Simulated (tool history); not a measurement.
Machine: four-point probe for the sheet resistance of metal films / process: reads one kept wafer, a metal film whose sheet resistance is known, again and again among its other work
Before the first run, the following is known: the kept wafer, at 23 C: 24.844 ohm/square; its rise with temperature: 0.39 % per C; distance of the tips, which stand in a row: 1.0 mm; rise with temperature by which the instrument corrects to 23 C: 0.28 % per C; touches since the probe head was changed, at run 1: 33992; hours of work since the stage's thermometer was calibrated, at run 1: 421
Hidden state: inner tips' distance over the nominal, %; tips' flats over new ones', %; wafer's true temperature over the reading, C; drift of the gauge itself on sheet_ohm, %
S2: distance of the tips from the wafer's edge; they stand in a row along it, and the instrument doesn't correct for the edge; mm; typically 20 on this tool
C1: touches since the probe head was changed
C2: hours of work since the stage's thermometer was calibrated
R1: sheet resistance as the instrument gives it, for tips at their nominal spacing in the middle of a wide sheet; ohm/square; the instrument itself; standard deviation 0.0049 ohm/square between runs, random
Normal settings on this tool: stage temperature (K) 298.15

{"run": 1, "hour": 0.0, "stage temperature (K)": 298.15, "S2": 20, "C1": 33992, "C2": 421, "R1": 25.026379}
{"run": 2, "hour": 41.2, "stage temperature (K)": 298.15, "S2": 20, "C1": 34898, "C2": 440, "R1": 25.027049}
{"run": 3, "hour": 98.7, "stage temperature (K)": 300.15, "S2": 20, "C1": 36161, "C2": 467, "R1": 25.078591}
{"run": 4, "hour": 159.6, "stage temperature (K)": 298.15, "S2": 10, "C1": 37498, "C2": 496, "R1": 25.125009}
{"run": 5, "hour": 223.4, "stage temperature (K)": 298.15, "S2": 10, "C1": 38901, "C2": 526, "R1": 25.127136}
{"run": 6, "hour": 268.0, "stage temperature (K)": 298.15, "S2": 64, "C1": 39881, "C2": 546, "R1": 24.990789}
{"run": 7, "hour": 299.9, "stage temperature (K)": 298.15, "S2": 20, "C1": 40582, "C2": 561, "R1": 25.014572}
{"run": 8, "hour": 341.3, "stage temperature (K)": 298.15, "S2": 20, "C1": 41492, "C2": 581, "R1": 25.018406}
{"run": 9, "hour": 388.1, "stage temperature (K)": 298.15, "S2": 20, "C1": 42519, "C2": 603, "R1": 25.022117}
{"run": 10, "hour": 418.9, "stage temperature (K)": 298.15, "S2": 20, "C1": 43195, "C2": 617, "R1": 25.016996}
{"run": 11, "hour": 462.7, "stage temperature (K)": 298.15, "S2": 20, "C1": 44158, "C2": 638, "R1": 25.018569}
{"run": 12, "hour": 503.8, "stage temperature (K)": 298.15, "S2": 20, "C1": 45062, "C2": 657, "R1": 25.01639}
{"run": 13, "hour": 531.9, "stage temperature (K)": 298.15, "S2": 20, "C1": 45678, "C2": 670, "R1": 25.021097}
{"run": 14, "hour": 577.3, "stage temperature (K)": 298.15, "S2": 20, "C1": 46677, "C2": 691, "R1": 25.019032}
{"run": 15, "hour": 629.8, "stage temperature (K)": 298.15, "S2": 20, "C1": 47829, "C2": 716, "R1": 25.016748}
{"run": 16, "hour": 689.6, "stage temperature (K)": 298.15, "S2": 20, "C1": 49143, "C2": 744, "R1": 25.013415}
{"run": 17, "hour": 723.4, "stage temperature (K)": 298.15, "S2": 20, "C1": 49887, "C2": 760, "R1": 25.009014}
{"run": 18, "hour": 768.8, "stage temperature (K)": 302.15, "S2": 20, "C1": 50884, "C2": 781, "R1": 25.111782}
{"run": 19, "hour": 798.8, "stage temperature (K)": 292.15, "S2": 47, "C1": 51544, "C2": 795, "R1": 24.843998}

Run 20 comes next. What will it give?
{"run": 20, "hour": 865.4, "stage temperature (K)": 292.15, "S2": 47, "C1": 53006, "C2": 826, "R1": "?"}

For run 20 the tool returned R1 24.842108 ohm/square.
On a tool with no hidden condition, and with the same random variation, this run would have come out at R1 24.753108 ohm/square.
